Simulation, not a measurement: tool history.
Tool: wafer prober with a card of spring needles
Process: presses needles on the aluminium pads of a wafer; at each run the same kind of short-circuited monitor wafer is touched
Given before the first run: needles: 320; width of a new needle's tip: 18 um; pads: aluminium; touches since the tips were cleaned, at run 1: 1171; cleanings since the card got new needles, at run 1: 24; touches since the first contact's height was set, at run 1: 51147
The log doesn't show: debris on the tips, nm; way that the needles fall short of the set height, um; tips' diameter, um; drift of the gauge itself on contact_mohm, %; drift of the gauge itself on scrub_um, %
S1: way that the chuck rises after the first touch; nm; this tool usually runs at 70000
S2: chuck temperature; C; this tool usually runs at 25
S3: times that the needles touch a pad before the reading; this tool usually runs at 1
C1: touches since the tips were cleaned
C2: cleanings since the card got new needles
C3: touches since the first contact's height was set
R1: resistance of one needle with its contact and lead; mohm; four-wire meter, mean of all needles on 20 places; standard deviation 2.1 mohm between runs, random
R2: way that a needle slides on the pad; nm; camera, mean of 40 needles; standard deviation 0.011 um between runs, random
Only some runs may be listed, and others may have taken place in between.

run 1 day=0 | S1=70000 S2=25 S3=1 | C1=1171 C2=24 C3=51147 | R1=242 R2=16350
-- day=0.75 tips cleaned on abrasive film
-- day=1.567 tips cleaned on abrasive film
-- day=2.362 tips cleaned on abrasive film
run 2 day=2.362 | S1=70000 S2=80 S3=1 | C1=0 C2=27 C3=73675 | R1=255 R2=16360
-- day=2.562 height of the first contact set anew
-- day=3.262 tips cleaned on abrasive film
-- day=4.012 tips cleaned on abrasive film
-- day=4.946 tips cleaned on abrasive film
run 3 day=5.225 | S1=70000 S2=25 S3=1 | C1=2654 C2=30 C3=25374 | R1=237 R2=16360
-- day=5.733 tips cleaned on abrasive film
-- day=6.633 tips cleaned on abrasive film
-- day=7.542 tips cleaned on abrasive film
run 4 day=7.788 | S1=70000 S2=25 S3=1 | C1=2327 C2=33 C3=49806 | R1=238 R2=16330
-- day=8.479 tips cleaned on abrasive film
-- day=9.229 tips cleaned on abrasive film
-- day=10.075 tips cleaned on abrasive film
run 5 day=10.158 | S1=70000 S2=25 S3=1 | C1=794 C2=36 C3=72396 | R1=237 R2=16360
-- day=10.517 height of the first contact set anew
-- day=10.842 tips cleaned on abrasive film
-- day=11.712 tips cleaned on abrasive film
-- day=12.604 tips cleaned on abrasive film
run 6 day=13.092 | S1=70000 S2=25 S3=1 | C1=4657 C2=39 C3=24539 | R1=235 R2=16370
-- day=13.433 tips cleaned on abrasive film
-- day=14.183 tips cleaned on abrasive film
-- day=15.008 tips cleaned on abrasive film
run 7 day=15.383 | S1=70000 S2=25 S3=1 | C1=3584 C2=42 C3=46386 | R1=236 R2=16350
-- day=15.758 tips cleaned on abrasive film
-- day=16.642 tips cleaned on abrasive film
-- day=17.521 tips cleaned on abrasive film
run 8 day=17.554 | S1=70000 S2=25 S3=1 | C1=287 C2=45 C3=67051 | R1=240 R2=16350
-- day=18.292 tips cleaned on abrasive film
-- day=18.488 height of the first contact set anew
-- day=19.054 tips cleaned on abrasive film
run 9 day=19.304 | S1=70000 S2=66 S3=1 | C1=2403 C2=47 C3=7758 | R1=250 R2=16360
-- day=19.808 tips cleaned on abrasive film
-- day=20.638 tips cleaned on abrasive film
run 10 day=20.75 | S1=70000 S2=66 S3=1 | C1=1093 C2=49 C3=21553 | R1=252 R2=16330
-- day=21.5 tips cleaned on abrasive film
run 11 day=22.162 | S1=70000 S2=66 S3=1 | C1=6333 C2=50 C3=35025 | R1=251 R2=16350
-- day=22.342 tips cleaned on abrasive film
-- day=23.204 tips cleaned on abrasive film
run 12 day=23.575 | S1=70000 S2=66 S3=1 | C1=3553 C2=52 C3=48487 | R1=251 R2=16330
-- day=24.096 tips cleaned on abrasive film
-- day=25.033 tips cleaned on abrasive film
-- day=25.908 tips cleaned on abrasive film
run 13 day=26.192 | S1=70000 S2=25 S3=1 | C1=2726 C2=55 C3=73444 | R1=234 R2=16340
-- day=26.392 height of the first contact set anew
-- day=26.721 tips cleaned on abrasive film
-- day=27.471 tips cleaned on abrasive film
-- day=28.221 tips cleaned on abrasive film
-- day=29.038 tips cleaned on abrasive film
run 14 day=29.133 | S1=70000 S2=25 S3=1 | C1=902 C2=59 C3=26107 | R1=234 R2=16360
-- day=29.85 tips cleaned on abrasive film
-- day=30.712 tips cleaned on abrasive film
run 15 day=30.888 | S1=70000 S2=25 S3=1 | C1=1693 C2=61 C3=42848 | R1=237 R2=16370
-- day=31.604 tips cleaned on abrasive film
-- day=32.504 tips cleaned on abrasive film
-- day=33.392 tips cleaned on abrasive film
run 16 day=33.479 | S1=74000 S2=68 S3=1 | C1=838 C2=64 C3=67566 | R1=246 R2=17280
-- day=34.146 tips cleaned on abrasive film
-- day=34.346 height of the first contact set anew
-- day=34.992 tips cleaned on abrasive film
run 17 day=34.992 | S1=74000 S2=68 S3=1 | C1=0 C2=66 C3=6147 | R1=248 R2=17310
-- day=35.883 tips cleaned on abrasive film
-- day=36.792 tips cleaned on abrasive film
run 18 day=37.35 | S1=74000 S2=68 S3=1 | C1=5385 C2=68 C3=28690 | R1=244 R2=17270
-- day=37.542 tips cleaned on abrasive film
-- day=38.45 tips cleaned on abrasive film
-- day=39.312 tips cleaned on abrasive film
-- day=40.229 tips cleaned on abrasive film
run 19 day=40.271 | S1=84000 S2=91 S3=1 | C1=404 C2=72 C3=56486 | R1=252 R2=19650
-- day=41.021 tips cleaned on abrasive film
-- day=41.904 tips cleaned on abrasive film
run 20 day=41.942 | S1=84000 S2=91 S3=1 | C1=366 C2=74 C3=72423 | R1=250 R2=19620
-- day=42.142 height of the first contact set anew
-- day=42.825 tips cleaned on abrasive film
-- day=43.633 tips cleaned on abrasive film
run 21 day=43.633 | S1=84000 S2=91 S3=2 | C1=0 C2=76 C3=14229 | R1=253 R2=19640
-- day=44.517 tips cleaned on abrasive film
-- day=45.267 tips cleaned on abrasive film
run 22 day=45.717 | S1=56000 S2=70 S3=3 | C1=4315 C2=78 C3=34123 | R1=258 R2=13070
-- day=46.096 tips cleaned on abrasive film
-- day=46.946 tips cleaned on abrasive film
run 23 day=47.383 | S1=56000 S2=70 S3=3 | C1=4204 C2=80 C3=50010 | R1=258 R2=13090
-- day=47.762 tips cleaned on abrasive film
-- day=48.696 tips cleaned on abrasive film
-- day=49.575 tips cleaned on abrasive film
-- day=49.962 height of the first contact set anew
-- day=50.338 tips cleaned on abrasive film
run 24 day=50.629 | S1=56000 S2=96 S3=3 | C1=2785 C2=84 C3=6355 | R1=266 R2=13080
-- day=51.183 tips cleaned on abrasive film
-- day=52.046 tips cleaned on abrasive film
run 25 day=52.712 | S1=56000 S2=96 S3=3 | C1=6379 C2=86 C3=26236 | R1=264 R2=13080
-- day=52.883 tips cleaned on abrasive film
-- day=53.792 tips cleaned on abrasive film
-- day=54.704 tips cleaned on abrasive film
-- day=55.55 tips cleaned on abrasive film
run 26 day=55.55 | S1=69000 S2=28 S3=1 | C1=4 C2=90 C3=53263 | R1=238 R2=16110
-- day=56.392 tips cleaned on abrasive film
run 27 day=56.958 | S1=69000 S2=28 S3=1 | C1=5434 C2=91 C3=66705 | R1=239 R2=16130
-- day=57.146 tips cleaned on abrasive film
-- day=57.862 height of the first contact set anew
-- day=58.054 tips cleaned on abrasive film
run 28 day=58.575 | S1=70000 S2=25 S3=1 | C1=4978 C2=93 C3=6764 | R1=238 R2=16360

Alternative continuations, all from the tool just after run 28; predict every row:
-- day=58.95 tips cleaned on abrasive film
-- day=59.804 tips cleaned on abrasive film
-- day=60.554 tips cleaned on abrasive film
-- day=61.458 tips cleaned on abrasive film
run A day=61.471 | S1=70000 S2=79 S3=1 | C1=115 C2=97 C3=34361 | R1=? R2=?
-- day=58.95 tips cleaned on abrasive film
-- day=59.804 tips cleaned on abrasive film
-- day=60.554 tips cleaned on abrasive film
-- day=61.458 tips cleaned on abrasive film
run B day=61.471 | S1=70000 S2=77 S3=1 | C1=115 C2=97 C3=34361 | R1=? R2=?
-- day=58.95 tips cleaned on abrasive film
-- day=59.804 tips cleaned on abrasive film
-- day=60.554 tips cleaned on abrasive film
-- day=61.458 tips cleaned on abrasive film
run C day=61.471 | S1=85000 S2=90 S3=1 | C1=115 C2=97 C3=34361 | R1=? R2=?

run=A R1=256 R2=16340
run=B R1=252 R2=16350
run=C R1=254 R2=19850
With no hidden state in the tool, these same runs would have given:
run=A R1=256 R2=16340
run=B R1=252 R2=16350
run=C R1=254 R2=19850

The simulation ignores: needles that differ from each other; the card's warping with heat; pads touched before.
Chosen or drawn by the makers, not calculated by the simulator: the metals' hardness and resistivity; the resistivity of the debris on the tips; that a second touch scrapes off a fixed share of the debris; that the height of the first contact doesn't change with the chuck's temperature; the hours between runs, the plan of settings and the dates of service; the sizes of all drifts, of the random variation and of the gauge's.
